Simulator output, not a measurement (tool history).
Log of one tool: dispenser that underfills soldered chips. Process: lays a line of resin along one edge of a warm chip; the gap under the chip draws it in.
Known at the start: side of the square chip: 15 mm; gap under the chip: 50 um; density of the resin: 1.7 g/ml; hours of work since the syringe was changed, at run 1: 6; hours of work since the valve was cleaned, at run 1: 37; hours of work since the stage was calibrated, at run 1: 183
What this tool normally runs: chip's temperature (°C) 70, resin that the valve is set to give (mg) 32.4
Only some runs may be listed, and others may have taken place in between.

run,day,chip's temperature (°C),resin that the valve is set to give (mg),hours of work since the syringe was changed,hours of work since the valve was cleaned,hours of work since the stage was calibrated,time until the resin shows at the far edge (s),resin that the valve gave (mg)
1,0.000,70,32.4,6,37,183,278.1,31.89
# day 0.146: new syringe of resin
2,0.196,70,32.4,1,40,186,182.9,31.80
# day 0.429: dispensing valve cleaned and set on the balance
3,0.479,70,32.4,5,1,191,267.5,32.39
4,0.612,70,32.4,8,3,193,338.7,32.29
# day 0.654: new syringe of resin
5,0.950,70,31.2,5,9,199,269.4,31.07
# day 1.096: new syringe of resin
6,1.250,70,32.1,3,15,205,205.0,31.88
7,1.471,70,32.4,7,19,209,297.0,32.16
# day 1.546: new syringe of resin
8,1.796,70,32.4,5,24,214,248.4,32.08
# day 1.992: new syringe of resin
9,2.033,70,32.4,1,28,219,178.1,32.05
10,2.312,70,32.3,6,34,224,276.7,31.89
# day 2.454: new syringe of resin
11,2.571,70,32.3,2,38,228,198.3,31.85
12,2.758,84,32.4,6,42,232,168.9,31.92
# day 2.900: new syringe of resin
# day 2.942: dispensing valve cleaned and set on the balance
13,3.029,84,32.4,2,2,236,116.6,32.43
14,3.171,84,32.4,4,4,238,145.6,32.44
# day 3.400: new syringe of resin
15,3.508,70,31.3,2,10,244,196.4,31.23
16,3.725,70,31.3,6,14,248,278.7,31.26
# day 3.846: new syringe of resin
17,3.900,70,32.4,1,17,251,183.1,32.30
18,4.167,70,32.4,6,22,256,279.3,32.18
# day 4.304: new syringe of resin
19,4.479,70,32.4,3,27,262,219.1,32.22
20,4.700,70,32.4,7,32,266,313.3,32.08
# day 4.754: new syringe of resin
21,5.042,70,32.4,5,38,272,258.8,32.04
# day 5.217: new syringe of resin
22,5.217,80,35.9,0,41,275,115.2,35.49
# day 5.446: dispensing valve cleaned and set on the balance
23,5.558,80,35.9,5,2,280,187.3,35.82
# day 5.704: new syringe of resin
24,5.875,80,35.9,3,8,286,153.4,35.80
25,6.112,73,36.6,8,12,290,281.6,36.42
# day 6.154: new syringe of resin
26,6.350,73,34.9,4,16,294,201.2,34.60
# day 6.608: new syringe of resin
27,6.683,73,34.9,1,22,300,164.0,34.57
28,6.896,73,31.7,5,26,304,229.4,31.33
# day 7.062: new syringe of resin
29,7.125,59,27.7,1,30,308,269.0,27.40
30,7.429,60,29.9,7,35,314,420.7,29.52
# day 7.521: new syringe of resin
31,7.575,84,36.3,1,38,316,110.5,35.78
32,7.817,84,36.3,5,42,320,161.7,35.78
# day 7.950: dispensing valve cleaned and set on the balance
# day 8.012: new syringe of resin
33,8.112,62,37.5,2,3,325,252.6,37.47
34,8.354,62,29.7,6,7,329,380.7,29.61

4 options for the next run, each taken on its own from the tool as it stands now. Forecast them:
# day 8.471: new syringe of resin
A,8.600,63,29.3,2,11,334,?,?
# day 8.471: new syringe of resin
B,8.600,80,36.4,2,11,334,?,?
# day 8.471: new syringe of resin
C,8.600,73,32.4,2,11,334,?,?
# day 8.471: new syringe of resin
D,8.600,76,32.4,2,11,334,?,?

run,time until the resin shows at the far edge (s),resin that the valve gave (mg)
A,256.6,29.17
B,139.5,36.24
C,179.1,32.29
D,162.3,32.28
What these runs would have given with no unlogged condition in the tool:
run,time until the resin shows at the far edge (s),resin that the valve gave (mg)
A,222.0,29.27
B,120.1,36.37
C,154.6,32.40
D,139.9,32.39
